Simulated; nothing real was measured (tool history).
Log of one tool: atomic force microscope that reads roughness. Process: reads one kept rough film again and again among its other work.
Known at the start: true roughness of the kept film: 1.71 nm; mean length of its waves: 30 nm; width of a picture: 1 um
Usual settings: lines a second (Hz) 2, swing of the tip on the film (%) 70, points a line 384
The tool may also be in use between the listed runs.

run	hour	lines a second (Hz)	swing of the tip on the film (%)	points a line	roughness of the kept film (nm (root mean square))
1	0	2	70	384	1.451
2	21.8	2	70	384	1.447
3	44.4	2	70	384	1.444
# hour 59.5: new tip fitted
4	82.5	2	70	384	1.531
5	98.1	2	77	384	1.486
6	128.3	2	77	388	1.48
7	155.5	2	77	388	1.468
8	180.1	2	85	384	1.412
9	199	2	85	384	1.405
10	234.8	2.42	85	384	1.37
11	253.4	2.42	85	384	1.356
12	269.5	2.42	85	384	1.357
13	286.5	0.75	70	384	1.513
14	325.4	0.75	70	998	1.501
15	355.4	2	70	585	1.448
16	372.6	2	70	585	1.451
# hour 408.9: new tip fitted
17	409.4	1.36	70	585	1.56
18	430.7	1.36	70	585	1.559
19	453.1	2	70	384	1.525
20	491.5	1.82	70	384	1.508
21	511.3	1.82	70	384	1.509
22	547.1	1.82	70	384	1.492
23	577	1.82	70	384	1.479
24	595.7	1.82	61	384	1.517
25	612.6	2	70	384	1.47
26	634.4	2	70	488	1.473
27	660.9	2	70	488	1.461
28	680.5	2	88	333	1.35
29	709.3	2	64	1022	1.479
30	728.6	2	64	347	1.461
31	755.8	2	70	829	1.441
# hour 759: new tip fitted
32	782.3	2	70	829	1.543
33	803.9	2	73	505	1.51
34	842.5	2	73	505	1.506
35	865.1	0.67	80	824	1.537
36	901.5	0.67	80	824	1.533
37	930.6	2	57	384	1.52
38	955.7	2.67	57	295	1.497
39	972.4	0.52	79	666	1.522
40	989.7	0.52	79	666	1.516
41	1013.1	3.67	79	399	1.327
42	1036.8	3.67	79	399	1.317
43	1061.4	0.74	59	744	1.518
44	1088.2	0.74	59	347	1.488
45	1105.3	1.66	63	288	1.449
# hour 1108.8: new tip fitted
46	1142.3	0.96	70	348	1.56
47	1159.8	2.59	70	379	1.502
48	1178.4	2	75	296	1.485
49	1211.5	2.08	70	422	1.517
50	1228.2	1.23	69	936	1.542
51	1265.7	1.83	63	936	1.525
52	1301.9	2.03	88	499	1.384
53	1323.7	0.65	81	582	1.51

Hidden state or all else? Some run-to-run changes of roughness of the kept film (nm (root mean square)), split into what the settings, what came in and random variation would give without the hidden state, and what is left for the hidden state (with any gauge scatter that isn't in both results):
The hidden state here: radius of the tip, nm; height scale over the true one, %; drift of the gauge itself on roughness_nm, %.
Run 12 -> 13: lines a second (Hz) 2.42 -> 0.75, swing of the tip on the film (%) 85 -> 70. roughness of the kept film (nm (root mean square)) +0.156: hidden state -0.013, all else +0.169.
Run 16 -> 17: lines a second (Hz) 2 -> 1.36, new tip fitted. roughness of the kept film (nm (root mean square)) +0.109: hidden state +0.097, all else +0.012.
Run 31 -> 32: new tip fitted. roughness of the kept film (nm (root mean square)) +0.102: hidden state +0.096, all else +0.006.
Run 40 -> 41: lines a second (Hz) 0.52 -> 3.67, points a line 666 -> 399. roughness of the kept film (nm (root mean square)) -0.189: hidden state +0.002, all else -0.191.
Run 42 -> 43: lines a second (Hz) 3.67 -> 0.74, swing of the tip on the film (%) 79 -> 59, points a line 399 -> 744. roughness of the kept film (nm (root mean square)) +0.201: hidden state -0.018, all else +0.219.
Run 45 -> 46: lines a second (Hz) 1.66 -> 0.96, swing of the tip on the film (%) 63 -> 70, points a line 288 -> 348, new tip fitted. roughness of the kept film (nm (root mean square)) +0.111: hidden state +0.096, all else +0.015.

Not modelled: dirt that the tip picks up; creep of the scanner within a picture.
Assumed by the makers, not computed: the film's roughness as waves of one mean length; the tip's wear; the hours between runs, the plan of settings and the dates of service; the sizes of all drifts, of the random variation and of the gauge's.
